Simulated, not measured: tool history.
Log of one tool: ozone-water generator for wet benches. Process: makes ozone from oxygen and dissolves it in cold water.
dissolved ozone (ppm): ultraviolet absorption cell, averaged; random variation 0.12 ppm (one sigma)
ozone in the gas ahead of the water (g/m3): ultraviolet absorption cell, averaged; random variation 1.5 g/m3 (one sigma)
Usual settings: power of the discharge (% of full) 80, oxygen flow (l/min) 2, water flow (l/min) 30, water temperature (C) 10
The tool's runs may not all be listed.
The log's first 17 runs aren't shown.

| run | hour | power of the discharge (% of full) | oxygen flow (l/min) | water flow (l/min) | water temperature (C) | dissolved ozone (ppm) | ozone in the gas ahead of the water (g/m3) |
|---|---|---|---|---|---|---|---|
| 18 | 1614.9 | 62 | 2 | 30 | 13 | 9 | 231.7 |
| 19 | 1718.7 | 62 | 2 | 30 | 13 | 8.9 | 235.7 |
| 20 | 1799.8 | 80 | 2 | 30 | 7 | 11.1 | 287 |
| 21 | 1906 | 64 | 1.88 | 38 | 7 | 7 | 246.6 |
| 22 | 1992.7 | 64 | 1.88 | 38 | 7 | 6.8 | 248 |
| 23 | 2080.8 | 62 | 1.88 | 21 | 7 | 13.9 | 242.5 |
| 24 | 2170.5 | 62 | 1.88 | 21 | 6 | 13.9 | 242.5 |
| 25 | 2283.9 | 62 | 1.83 | 23 | 6 | 12.4 | 244.3 |
| 26 | 2346.9 | 74 | 2 | 30 | 10 | 10.5 | 270.8 |
| 27 | 2408.6 | 74 | 2 | 30 | 10 | 10.3 | 269.8 |
| 28 | 2543.1 | 74 | 2 | 30 | 10 | 10.4 | 272.1 |
| 29 | 2612.5 | 42 | 2 | 30 | 10 | 6.7 | 173.3 |
| 30 | 2745.6 | 80 | 1.35 | 40 | 11 | 6.6 | 351.1 |
|  | 2874.1 | gauge calibrated |
| 31 | 2874.1 | 80 | 1.35 | 40 | 11 | 6.5 | 335.9 |
| 32 | 2990.5 | 80 | 1.35 | 40 | 11 | 6.5 | 336.8 |
| 33 | 3078.2 | 80 | 2 | 38 | 8 | 8.2 | 280.1 |

4 ways to go on from here, each from the tool as it stands after run 33. What would each give?
| A | 3146.7 | 41 | 1.99 | 38 | 17 | ? | ? |
| B | 3146.7 | 67 | 2 | 18 | 14 | ? | ? |
| C | 3146.7 | 80 | 2.2 | 38 | 8 | ? | ? |
| D | 3146.7 | 86 | 2.03 | 30 | 10 | ? | ? |

| run | dissolved ozone (ppm) | ozone in the gas ahead of the water (g/m3) |
|---|---|---|
| A | 4.8 | 168.4 |
| B | 16.8 | 247.6 |
| C | 8.5 | 268.7 |
| D | 11.8 | 295.7 |
Without the tool's hidden state the same runs would have given:
| run | dissolved ozone (ppm) | ozone in the gas ahead of the water (g/m3) |
|---|---|---|
| A | 4.8 | 168 |
| B | 16.8 | 247.1 |
| C | 8.5 | 268.1 |
| D | 11.8 | 295.1 |
